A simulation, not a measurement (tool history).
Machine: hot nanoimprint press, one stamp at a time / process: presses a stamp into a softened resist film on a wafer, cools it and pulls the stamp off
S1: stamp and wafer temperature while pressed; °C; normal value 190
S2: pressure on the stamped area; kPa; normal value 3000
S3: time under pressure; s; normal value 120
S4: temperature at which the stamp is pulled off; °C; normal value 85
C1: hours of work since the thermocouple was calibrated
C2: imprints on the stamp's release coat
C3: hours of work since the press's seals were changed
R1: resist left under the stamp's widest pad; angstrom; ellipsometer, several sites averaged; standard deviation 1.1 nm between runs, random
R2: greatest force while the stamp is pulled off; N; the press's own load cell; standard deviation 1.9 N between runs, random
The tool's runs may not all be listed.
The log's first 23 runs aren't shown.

run 24 hour=215.9 | S1=199 S2=2100 S3=177 S4=73 | C1=40 C2=165 C3=96 | R1=1196 R2=161
run 25 hour=224.7 | S1=191 S2=2310 S3=115 S4=87 | C1=43 C2=192 C3=99 | R1=1770 R2=118
run 26 hour=237.3 | S1=191 S2=2310 S3=115 S4=77 | C1=48 C2=231 C3=104 | R1=1781 R2=147
run 27 hour=249.3 | S1=196 S2=2310 S3=168 S4=77 | C1=53 C2=268 C3=109 | R1=1306 R2=155
run 28 hour=255.7 | S1=196 S2=2310 S3=168 S4=77 | C1=56 C2=288 C3=112 | R1=1310 R2=151
run 29 hour=267.2 | S1=196 S2=2530 S3=83 S4=89 | C1=60 C2=323 C3=117 | R1=1627 R2=112
run 30 hour=275.6 | S1=197 S2=1860 S3=111 S4=87 | C1=64 C2=349 C3=120 | R1=1634 R2=119
run 31 hour=288.1 | S1=197 S2=1860 S3=111 S4=87 | C1=69 C2=388 C3=125 | R1=1609 R2=120

Predict each of these 3 candidate next runs independently; none follows another, all start after run 31:
run A hour=298.0 | S1=197 S2=2390 S3=111 S4=87 | C1=73 C2=419 C3=129 | R1=? R2=?
run B hour=298.0 | S1=190 S2=3960 S3=72 S4=85 | C1=73 C2=419 C3=129 | R1=? R2=?
run C hour=298.0 | S1=190 S2=3000 S3=120 S4=82 | C1=73 C2=419 C3=129 | R1=? R2=?

run=A R1=1468 R2=118
run=B R1=1731 R2=125
run=C R1=1650 R2=138
Take away the tool's hidden state, keep each run's random variation, and the runs would have read:
run=A R1=1464 R2=112
run=B R1=1727 R2=119
run=C R1=1645 R2=132

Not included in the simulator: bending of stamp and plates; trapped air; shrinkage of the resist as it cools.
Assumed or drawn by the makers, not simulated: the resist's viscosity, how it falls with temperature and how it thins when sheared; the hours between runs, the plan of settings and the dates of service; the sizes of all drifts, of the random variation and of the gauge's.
